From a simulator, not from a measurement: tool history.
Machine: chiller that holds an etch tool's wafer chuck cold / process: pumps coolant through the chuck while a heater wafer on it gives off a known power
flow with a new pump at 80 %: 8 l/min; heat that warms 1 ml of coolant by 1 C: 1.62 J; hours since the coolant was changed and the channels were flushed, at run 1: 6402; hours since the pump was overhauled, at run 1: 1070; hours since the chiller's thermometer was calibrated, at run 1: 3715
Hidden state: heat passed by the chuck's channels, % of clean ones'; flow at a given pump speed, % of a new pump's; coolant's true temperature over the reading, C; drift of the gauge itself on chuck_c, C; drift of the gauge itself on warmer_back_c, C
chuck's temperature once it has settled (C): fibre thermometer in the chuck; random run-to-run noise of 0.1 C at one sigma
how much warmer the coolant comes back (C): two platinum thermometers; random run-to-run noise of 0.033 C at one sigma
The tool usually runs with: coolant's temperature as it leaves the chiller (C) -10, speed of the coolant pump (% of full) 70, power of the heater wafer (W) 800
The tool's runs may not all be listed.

run    hour  coolant's temperature as it leaves the chiller (C)  speed of the coolant pump (% of full)  power of the heater wafer (W)  hours since the coolant was changed and the channels were flushed  hours since the pump was overhauled  hours since the chiller's thermometer was calibrated  chuck's temperature once it has settled (C)  how much warmer the coolant comes back (C)
  1       0                                                 -10                                     70                            800                                                               6402                                 1070                                                  3715                                         -0.7                                        4.31
  2   107.4                                                 -10                                     70                            543                                                               6509                                 1178                                                  3823                                         -3.4                                        2.97
  3   213.3                                                 -10                                     81                            800                                                               6615                                 1284                                                  3929                                         -1.7                                         3.7
  4   277.1                                                 -10                                     70                            800                                                               6679                                 1347                                                  3992                                         -0.4                                        4.39
      324.4  -- coolant changed, channels flushed
  5   376.4                                                  -4                                     70                            800                                                                 52                                 1441                                                  4086                                          4.4                                        4.34
  6   462.5                                                 -10                                     70                            800                                                                138                                 1527                                                  4172                                         -1.5                                        4.39
  7   574.7                                                 -11                                     70                            800                                                                250                                 1639                                                  4284                                         -2.5                                         4.4
  8   695.7                                                 -11                                     70                            800                                                                371                                 1760                                                  4405                                         -2.3                                        4.38
  9   811.3                                                  -7                                     70                            800                                                                487                                 1876                                                  4521                                          1.5                                        4.39
 10   874.5                                                  -7                                     70                            800                                                                550                                 1939                                                  4584                                          1.7                                        4.38
 11   948.9                                                  -7                                     70                            800                                                                624                                 2013                                                  4658                                          1.5                                        4.41
     1002.5  -- chiller's thermometer calibrated
 12  1055.1                                                  -7                                     70                            800                                                                730                                 2118                                                    53                                          1.2                                        4.37
 13    1141                                                  -7                                     70                            509                                                                816                                 2204                                                   139                                           -2                                        2.81
 14    1209                                                 -10                                     70                            800                                                                884                                 2272                                                   206                                         -1.9                                        4.44
 15  1282.2                                                 -10                                     70                            800                                                                957                                 2346                                                   280                                         -1.6                                        4.36
 16  1342.4                                                 -10                                     70                            800                                                               1017                                 2406                                                   340                                         -1.8                                        4.37
 17    1442                                                 -10                                     70                            800                                                               1117                                 2505                                                   439                                         -1.7                                        4.44
 18  1565.1                                                  -3                                     87                            811                                                               1240                                 2628                                                   563                                          3.7                                        3.47
 19  1622.3                                                 -12                                     87                            811                                                               1297                                 2686                                                   620                                         -5.2                                        3.57
 20  1745.8                                                 -12                                     87                            811                                                               1420                                 2809                                                   743                                         -5.1                                        3.56
 21    1868                                                  -5                                     76                            409                                                               1543                                 2931                                                   865                                           -1                                        2.12
 22  1948.2                                                  -5                                     76                            409                                                               1623                                 3012                                                   946                                         -0.9                                        2.11
 23  2054.4                                                 -10                                     82                            409                                                               1729                                 3118                                                  1052                                         -6.4                                        1.95
 24  2135.1                                                 -14                                     99                            409                                                               1810                                 3198                                                  1133                                        -10.8                                        1.55
 25  2206.7                                                 -10                                     91                            800                                                               1881                                 3270                                                  1204                                         -3.4                                        3.37
 26  2322.4                                                 -10                                     78                            800                                                               1997                                 3386                                                  1320                                         -2.3                                        4.06
 27  2385.6                                                  -7                                     68                            419                                                               2060                                 3449                                                  1383                                         -2.3                                        2.33
 28  2490.7                                                  -7                                     68                            419                                                               2165                                 3554                                                  1488                                         -2.3                                        2.47
 29  2557.5                                                  -5                                     76                            800                                                               2232                                 3621                                                  1555                                          2.8                                        4.13
 30  2640.7                                                  -4                                     70                            826                                                               2315                                 3704                                                  1638                                            5                                        4.62
 31  2733.9                                                  -4                                     70                            826                                                               2408                                 3797                                                  1731                                          4.9                                        4.68
 32  2836.5                                                  -4                                     70                            826                                                               2511                                 3900                                                  1834                                          5.1                                        4.67
 33  2912.9                                                 -12                                    100                            522                                                               2587                                 3976                                                  1910                                         -8.1                                        1.94

Alternative continuations, all from the tool just after run 33; predict every row:
  A  3038.5                                                  -9                                     81                            815                                                               2713                                 4102                                                  2036                                            ?                                           ?
  B  3038.5                                                 -12                                     68                            522                                                               2713                                 4102                                                  2036                                            ?                                           ?
  C  3038.5                                                  -9                                     66                            468                                                               2713                                 4102                                                  2036                                            ?                                           ?

run  chuck's temperature once it has settled (C)  how much warmer the coolant comes back (C)
  A                                         -1.2                                        3.91
  B                                         -5.8                                        3.04
  C                                         -3.4                                        2.81
Without the tool's hidden state the same runs would have given:
run  chuck's temperature once it has settled (C)  how much warmer the coolant comes back (C)
  A                                         -2.1                                        3.72
  B                                         -6.5                                        2.88
  C                                           -4                                        2.67
